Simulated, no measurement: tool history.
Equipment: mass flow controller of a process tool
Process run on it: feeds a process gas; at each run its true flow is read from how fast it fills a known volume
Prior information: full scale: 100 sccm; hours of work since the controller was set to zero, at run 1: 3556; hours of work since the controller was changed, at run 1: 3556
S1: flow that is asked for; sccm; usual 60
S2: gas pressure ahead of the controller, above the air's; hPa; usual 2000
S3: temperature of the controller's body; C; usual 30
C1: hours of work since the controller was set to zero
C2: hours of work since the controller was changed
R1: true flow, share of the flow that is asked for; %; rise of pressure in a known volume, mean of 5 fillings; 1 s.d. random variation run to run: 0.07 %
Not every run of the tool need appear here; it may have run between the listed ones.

{"run": 1, "hour": 0.0, "S1": 60, "S2": 2000, "S3": 30, "C1": 3556, "C2": 3556, "R1": 98.27}
{"run": 2, "hour": 305.8, "S1": 60, "S2": 2000, "S3": 30, "C1": 3694, "C2": 3694, "R1": 98.18}
{"run": 3, "hour": 578.6, "S1": 60, "S2": 2000, "S3": 30, "C1": 3817, "C2": 3817, "R1": 98.21}
{"run": 4, "hour": 914.2, "S1": 60, "S2": 2000, "S3": 30, "C1": 3968, "C2": 3968, "R1": 98.08}
{"run": 5, "hour": 1291.8, "S1": 60, "S2": 2000, "S3": 31, "C1": 4139, "C2": 4139, "R1": 97.89}
{"run": 6, "hour": 1664.1, "S1": 60, "S2": 2000, "S3": 31, "C1": 4307, "C2": 4307, "R1": 97.93}
{"run": 7, "hour": 2013.4, "S1": 60, "S2": 2000, "S3": 31, "C1": 4465, "C2": 4465, "R1": 97.87}
{"run": 8, "hour": 2200.1, "S1": 60, "S2": 2000, "S3": 30, "C1": 4549, "C2": 4549, "R1": 97.93}
{"run": 9, "hour": 2443.0, "S1": 60, "S2": 2000, "S3": 30, "C1": 4658, "C2": 4658, "R1": 97.96}
{"run": 10, "hour": 2634.1, "S1": 60, "S2": 2000, "S3": 30, "C1": 4745, "C2": 4745, "R1": 97.84}
{"run": 11, "hour": 2875.1, "S1": 60, "S2": 2000, "S3": 30, "C1": 4854, "C2": 4854, "R1": 97.89}
{"run": 12, "hour": 3092.7, "S1": 60, "S2": 2650, "S3": 30, "C1": 4952, "C2": 4952, "R1": 98.35}
{"run": 13, "hour": 3463.9, "S1": 60, "S2": 2650, "S3": 30, "C1": 5119, "C2": 5119, "R1": 98.25}
{"run": 14, "hour": 3786.5, "S1": 60, "S2": 2650, "S3": 30, "C1": 5265, "C2": 5265, "R1": 98.36}
{"hour": 4069.0, "done": "controller's zero set anew"}
{"run": 15, "hour": 4124.0, "S1": 60, "S2": 2650, "S3": 30, "C1": 25, "C2": 5417, "R1": 100.13}
{"run": 16, "hour": 4500.1, "S1": 60, "S2": 2650, "S3": 30, "C1": 195, "C2": 5587, "R1": 100.18}
{"run": 17, "hour": 4834.9, "S1": 60, "S2": 2000, "S3": 37, "C1": 346, "C2": 5738, "R1": 98.81}
{"run": 18, "hour": 5119.5, "S1": 50, "S2": 2000, "S3": 37, "C1": 474, "C2": 5866, "R1": 98.59}
{"run": 19, "hour": 5469.0, "S1": 60, "S2": 2000, "S3": 30, "C1": 632, "C2": 6024, "R1": 99.54}
{"run": 20, "hour": 5784.4, "S1": 60, "S2": 2000, "S3": 30, "C1": 774, "C2": 6167, "R1": 99.61}
{"run": 21, "hour": 6121.0, "S1": 93, "S2": 2000, "S3": 30, "C1": 926, "C2": 6319, "R1": 99.96}
{"run": 22, "hour": 6475.2, "S1": 60, "S2": 2040, "S3": 30, "C1": 1086, "C2": 6479, "R1": 99.45}
{"run": 23, "hour": 6637.4, "S1": 19, "S2": 2000, "S3": 30, "C1": 1159, "C2": 6552, "R1": 98.14}
{"run": 24, "hour": 6860.9, "S1": 19, "S2": 2000, "S3": 30, "C1": 1260, "C2": 6653, "R1": 98.17}
{"run": 25, "hour": 7114.5, "S1": 60, "S2": 2320, "S3": 36, "C1": 1375, "C2": 6767, "R1": 98.93}
{"run": 26, "hour": 7419.0, "S1": 60, "S2": 2000, "S3": 40, "C1": 1512, "C2": 6905, "R1": 98.3}
{"run": 27, "hour": 7709.6, "S1": 60, "S2": 1890, "S3": 27, "C1": 1644, "C2": 7036, "R1": 99.62}
{"run": 28, "hour": 8015.5, "S1": 57, "S2": 1990, "S3": 32, "C1": 1782, "C2": 7174, "R1": 98.94}
{"run": 29, "hour": 8200.4, "S1": 57, "S2": 1990, "S3": 32, "C1": 1865, "C2": 7257, "R1": 98.96}
{"run": 30, "hour": 8365.0, "S1": 60, "S2": 2790, "S3": 30, "C1": 1939, "C2": 7332, "R1": 99.9}
{"run": 31, "hour": 8745.0, "S1": 12, "S2": 1930, "S3": 33, "C1": 2111, "C2": 7503, "R1": 95.53}
{"run": 32, "hour": 9100.3, "S1": 36, "S2": 1670, "S3": 30, "C1": 2271, "C2": 7664, "R1": 98.12}
{"run": 33, "hour": 9461.2, "S1": 60, "S2": 1690, "S3": 30, "C1": 2434, "C2": 7827, "R1": 98.82}
{"run": 34, "hour": 9747.2, "S1": 14, "S2": 2210, "S3": 30, "C1": 2563, "C2": 7956, "R1": 95.87}
{"run": 35, "hour": 10045.8, "S1": 95, "S2": 2210, "S3": 30, "C1": 2698, "C2": 8090, "R1": 100.01}
{"run": 36, "hour": 10431.1, "S1": 60, "S2": 2000, "S3": 33, "C1": 2872, "C2": 8264, "R1": 98.66}
{"run": 37, "hour": 10803.0, "S1": 60, "S2": 1840, "S3": 27, "C1": 3040, "C2": 8432, "R1": 99.23}
{"run": 38, "hour": 11038.7, "S1": 72, "S2": 1780, "S3": 30, "C1": 3146, "C2": 8539, "R1": 99.12}
{"run": 39, "hour": 11294.7, "S1": 60, "S2": 2300, "S3": 28, "C1": 3262, "C2": 8654, "R1": 99.47}
{"run": 40, "hour": 11637.9, "S1": 60, "S2": 2300, "S3": 28, "C1": 3417, "C2": 8809, "R1": 99.41}
{"run": 41, "hour": 11853.0, "S1": 60, "S2": 2300, "S3": 28, "C1": 3514, "C2": 8906, "R1": 99.45}
{"run": 42, "hour": 12101.6, "S1": 44, "S2": 1940, "S3": 30, "C1": 3626, "C2": 9019, "R1": 98.21}
{"run": 43, "hour": 12458.4, "S1": 88, "S2": 2380, "S3": 34, "C1": 3787, "C2": 9180, "R1": 99.5}
{"run": 44, "hour": 12743.3, "S1": 88, "S2": 1740, "S3": 35, "C1": 3916, "C2": 9308, "R1": 98.67}
{"run": 45, "hour": 13084.2, "S1": 19, "S2": 1980, "S3": 29, "C1": 4070, "C2": 9462, "R1": 95.45}
{"run": 46, "hour": 13477.6, "S1": 89, "S2": 2000, "S3": 30, "C1": 4247, "C2": 9640, "R1": 99.6}
{"run": 47, "hour": 13665.0, "S1": 97, "S2": 2000, "S3": 30, "C1": 4332, "C2": 9724, "R1": 99.56}

Some steps in R1, run to run, broken into two amounts with sign: the step expected even without the hidden condition (settings, incoming material, random variation), and the rest, left for the hidden condition together with whatever gauge scatter is not in both the measured and the hidden-condition-free result:
Unlogged tool condition in this case: flow at rest that the sensor doesn't see, % of full scale; true flow over the shown one, %; drift of the gauge itself on true_pct, %.
Run 30 -> 31: S1 60 -> 12, S2 2790 -> 1930, S3 30 -> 33. R1 -4.37 %: hidden state -3.00, all else -1.37.
Run 34 -> 35: S1 14 -> 95. R1 +4.14 %: hidden state +3.26, all else +0.88.
Run 44 -> 45: S1 88 -> 19, S2 1740 -> 1980, S3 35 -> 29. R1 -3.22 %: hidden state -3.51, all else +0.29.
Run 45 -> 46: S1 19 -> 89, S2 1980 -> 2000, S3 29 -> 30. R1 +4.15 %: hidden state +3.49, all else +0.66.
